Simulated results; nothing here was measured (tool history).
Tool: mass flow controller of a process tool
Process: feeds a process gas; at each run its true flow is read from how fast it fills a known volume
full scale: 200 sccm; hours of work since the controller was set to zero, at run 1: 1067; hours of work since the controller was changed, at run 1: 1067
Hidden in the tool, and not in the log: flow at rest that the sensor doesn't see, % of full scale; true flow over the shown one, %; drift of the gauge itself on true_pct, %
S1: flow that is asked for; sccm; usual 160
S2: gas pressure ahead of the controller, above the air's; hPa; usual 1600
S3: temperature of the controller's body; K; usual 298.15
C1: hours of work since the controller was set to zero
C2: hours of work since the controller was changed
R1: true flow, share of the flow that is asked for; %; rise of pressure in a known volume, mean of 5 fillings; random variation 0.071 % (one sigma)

run 1 hour=0 | S1=160 S2=1600 S3=298.15 | C1=1067 C2=1067 | R1=99.55
run 2 hour=152.9 | S1=160 S2=1600 S3=298.15 | C1=1164 C2=1164 | R1=99.71
run 3 hour=284.3 | S1=160 S2=1600 S3=298.15 | C1=1246 C2=1246 | R1=99.62
run 4 hour=368 | S1=160 S2=1600 S3=298.15 | C1=1299 C2=1299 | R1=99.85
run 5 hour=485.4 | S1=160 S2=1450 S3=298.15 | C1=1373 C2=1373 | R1=99.7
run 6 hour=614 | S1=160 S2=1450 S3=298.15 | C1=1454 C2=1454 | R1=99.97
run 7 hour=776 | S1=160 S2=1450 S3=298.15 | C1=1556 C2=1556 | R1=99.9
run 8 hour=909.6 | S1=160 S2=1600 S3=298.15 | C1=1640 C2=1640 | R1=100.17
run 9 hour=1033.7 | S1=160 S2=1600 S3=298.15 | C1=1718 C2=1718 | R1=100.09
run 10 hour=1224.5 | S1=160 S2=1600 S3=298.15 | C1=1838 C2=1838 | R1=100.2
run 11 hour=1369.4 | S1=160 S2=1600 S3=298.15 | C1=1930 C2=1930 | R1=100.35
run 12 hour=1503.8 | S1=160 S2=1600 S3=298.15 | C1=2014 C2=2014 | R1=100.51
run 13 hour=1597.4 | S1=160 S2=1600 S3=298.15 | C1=2073 C2=2073 | R1=100.53
run 14 hour=1765.2 | S1=160 S2=1600 S3=298.15 | C1=2179 C2=2179 | R1=100.78
run 15 hour=1865.4 | S1=160 S2=1600 S3=310.15 | C1=2242 C2=2242 | R1=99.79
run 16 hour=2048.9 | S1=160 S2=1600 S3=310.15 | C1=2358 C2=2358 | R1=99.79
run 17 hour=2127.3 | S1=160 S2=1600 S3=298.15 | C1=2407 C2=2407 | R1=100.98
run 18 hour=2318.6 | S1=160 S2=1600 S3=298.15 | C1=2527 C2=2527 | R1=101.03
run 19 hour=2467.7 | S1=160 S2=1600 S3=298.15 | C1=2621 C2=2621 | R1=101.23
-- hour=2588.7 gauge calibrated
run 20 hour=2618.5 | S1=160 S2=1600 S3=298.15 | C1=2716 C2=2716 | R1=99.47
run 21 hour=2780.7 | S1=160 S2=1600 S3=298.15 | C1=2819 C2=2819 | R1=99.6
run 22 hour=2880.5 | S1=160 S2=1600 S3=298.15 | C1=2881 C2=2881 | R1=99.82
run 23 hour=3053.7 | S1=160 S2=1860 S3=298.15 | C1=2991 C2=2991 | R1=99.77
run 24 hour=3173.8 | S1=160 S2=1600 S3=298.15 | C1=3066 C2=3066 | R1=99.99
run 25 hour=3325.1 | S1=76 S2=1600 S3=300.15 | C1=3161 C2=3161 | R1=98.96
run 26 hour=3491 | S1=198 S2=1600 S3=300.15 | C1=3266 C2=3266 | R1=100.24
run 27 hour=3633.4 | S1=160 S2=2690 S3=297.15 | C1=3356 C2=3356 | R1=100.59
run 28 hour=3753.2 | S1=36 S2=1480 S3=300.15 | C1=3431 C2=3431 | R1=98.93
run 29 hour=3914.5 | S1=160 S2=2200 S3=298.15 | C1=3533 C2=3533 | R1=100.62
run 30 hour=4017.5 | S1=143 S2=1630 S3=299.15 | C1=3597 C2=3597 | R1=100.18
run 31 hour=4203.9 | S1=160 S2=1940 S3=298.15 | C1=3715 C2=3715 | R1=100.63
run 32 hour=4302.9 | S1=99 S2=2510 S3=307.15 | C1=3777 C2=3777 | R1=99.57
run 33 hour=4425.3 | S1=99 S2=2510 S3=307.15 | C1=3854 C2=3854 | R1=99.55
run 34 hour=4610.6 | S1=54 S2=1490 S3=299.15 | C1=3971 C2=3971 | R1=99.83
run 35 hour=4799.7 | S1=160 S2=2650 S3=298.15 | C1=4090 C2=4090 | R1=101.22
run 36 hour=4926.7 | S1=73 S2=2650 S3=297.15 | C1=4170 C2=4170 | R1=100.62
-- hour=5111.8 gauge calibrated
run 37 hour=5121 | S1=45 S2=2240 S3=298.15 | C1=4292 C2=4292 | R1=98.58
run 38 hour=5253.9 | S1=45 S2=2720 S3=305.15 | C1=4376 C2=4376 | R1=98.27
run 39 hour=5387.7 | S1=24 S2=1600 S3=310.15 | C1=4460 C2=4460 | R1=97.54
run 40 hour=5496 | S1=58 S2=2560 S3=298.15 | C1=4529 C2=4529 | R1=98.87
run 41 hour=5583.6 | S1=58 S2=2560 S3=298.15 | C1=4584 C2=4584 | R1=99.19
run 42 hour=5691.5 | S1=58 S2=2560 S3=298.15 | C1=4652 C2=4652 | R1=99.2
run 43 hour=5830.7 | S1=58 S2=2560 S3=298.15 | C1=4739 C2=4739 | R1=99.33
run 44 hour=5963 | S1=58 S2=2560 S3=298.15 | C1=4823 C2=4823 | R1=99.36
run 45 hour=6045.2 | S1=146 S2=2270 S3=297.15 | C1=4875 C2=4875 | R1=100.18
run 46 hour=6142 | S1=146 S2=2270 S3=297.15 | C1=4936 C2=4936 | R1=100.28
run 47 hour=6275.7 | S1=28 S2=1530 S3=298.15 | C1=5020 C2=5020 | R1=99.13
run 48 hour=6375.4 | S1=28 S2=1530 S3=298.15 | C1=5083 C2=5083 | R1=99.02

3 ways to go on from here, each from the tool as it stands after run 48. What would each give?
run A hour=6537.8 | S1=160 S2=1600 S3=298.15 | C1=5185 C2=5185 | R1=?
run B hour=6537.8 | S1=21 S2=1980 S3=300.15 | C1=5185 C2=5185 | R1=?
run C hour=6537.8 | S1=30 S2=1600 S3=298.15 | C1=5185 C2=5185 | R1=?

run=A R1=100.55
run=B R1=99.09
run=C R1=99.38
Without the tool's hidden state the same runs would have given:
run=A R1=99.6
run=B R1=98.13
run=C R1=98.42
